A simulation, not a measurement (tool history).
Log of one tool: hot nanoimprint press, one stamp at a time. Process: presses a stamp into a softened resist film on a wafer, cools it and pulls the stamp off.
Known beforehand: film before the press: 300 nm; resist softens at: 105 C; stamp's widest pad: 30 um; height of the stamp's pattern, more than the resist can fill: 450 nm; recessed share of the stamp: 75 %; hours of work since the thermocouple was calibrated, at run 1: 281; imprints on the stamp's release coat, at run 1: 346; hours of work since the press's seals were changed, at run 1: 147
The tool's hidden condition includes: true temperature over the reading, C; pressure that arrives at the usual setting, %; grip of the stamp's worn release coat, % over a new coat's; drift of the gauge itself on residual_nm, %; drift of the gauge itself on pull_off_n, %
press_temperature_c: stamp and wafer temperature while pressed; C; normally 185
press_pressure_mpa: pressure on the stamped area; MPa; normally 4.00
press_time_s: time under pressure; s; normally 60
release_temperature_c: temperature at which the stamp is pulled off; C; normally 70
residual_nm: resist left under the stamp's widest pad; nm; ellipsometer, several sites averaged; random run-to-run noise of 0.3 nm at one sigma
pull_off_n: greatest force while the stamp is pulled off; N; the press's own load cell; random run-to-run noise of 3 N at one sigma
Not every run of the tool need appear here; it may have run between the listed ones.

run,hour,press_temperature_c,press_pressure_mpa,press_time_s,release_temperature_c,hours of work since the thermocouple was calibrated,imprints on the stamp's release coat,hours of work since the press's seals were changed,residual_nm,pull_off_n
1,0.0,185,4.00,60,70,281,346,147,160.4,140
2,17.6,185,4.00,60,70,294,392,159,160.3,138
3,39.9,185,4.00,60,70,310,450,176,160.2,142
4,53.0,185,4.00,58,70,319,484,185,160.9,136
5,72.2,185,4.00,60,70,333,534,199,159.0,139
# hour 80.3: plate thermocouple calibrated
6,92.4,185,4.00,64,70,9,579,211,156.8,143
7,105.4,185,4.00,60,70,18,612,221,159.6,137
8,128.2,185,4.00,60,70,35,672,237,159.2,142
9,139.8,185,4.00,60,70,43,702,245,159.5,135
10,158.6,191,4.00,60,70,57,751,259,132.2,137
11,169.3,191,4.00,60,70,64,778,267,132.6,142
12,192.9,185,5.47,60,70,81,840,284,134.2,140
13,205.0,185,4.00,60,70,90,871,293,157.9,142
14,228.8,185,4.00,60,69,107,933,310,158.0,139
15,252.4,185,4.00,60,69,124,995,327,157.2,144
16,274.3,181,4.76,61,65,140,1051,343,162.0,152
# hour 277.6: gauge calibrated
17,295.0,181,6.17,116,65,155,1105,357,116.6,153
18,311.4,192,4.00,60,70,167,1148,369,128.4,143
19,323.8,192,4.00,60,70,176,1180,378,129.5,138
20,340.4,183,4.00,87,70,188,1223,390,150.9,143
21,353.1,183,4.00,87,70,197,1256,399,150.7,144
22,368.9,183,4.46,87,70,208,1297,411,142.9,144
23,388.3,174,4.00,60,62,222,1348,425,216.5,163
24,401.0,190,3.88,45,61,231,1381,434,152.0,163
25,420.7,179,2.82,86,68,246,1432,448,200.1,151
26,432.5,189,2.82,42,57,254,1463,457,185.8,164
27,447.9,194,3.26,42,57,265,1503,468,151.3,166
# hour 462.7: stamp cleaned and given a new release coat
28,472.3,183,3.29,39,59,279,25,481,205.1,166
29,485.3,183,3.29,37,59,288,58,490,207.5,164

Branching from run 29: 4 alternative next runs. What would each branch give?
A,498.8,183,3.29,37,64,298,94,500,?,?
B,498.8,193,3.15,37,78,298,94,500,?,?
C,498.8,183,3.29,37,64,298,94,500,?,?
D,498.8,181,4.39,37,74,298,94,500,?,?

run,residual_nm,pull_off_n
A,207.2,154
B,164.3,125
C,207.7,159
D,194.5,132
Without the tool's hidden state the same runs would have given:
run,residual_nm,pull_off_n
A,210.5,154
B,167.0,125
C,211.0,158
D,197.6,132

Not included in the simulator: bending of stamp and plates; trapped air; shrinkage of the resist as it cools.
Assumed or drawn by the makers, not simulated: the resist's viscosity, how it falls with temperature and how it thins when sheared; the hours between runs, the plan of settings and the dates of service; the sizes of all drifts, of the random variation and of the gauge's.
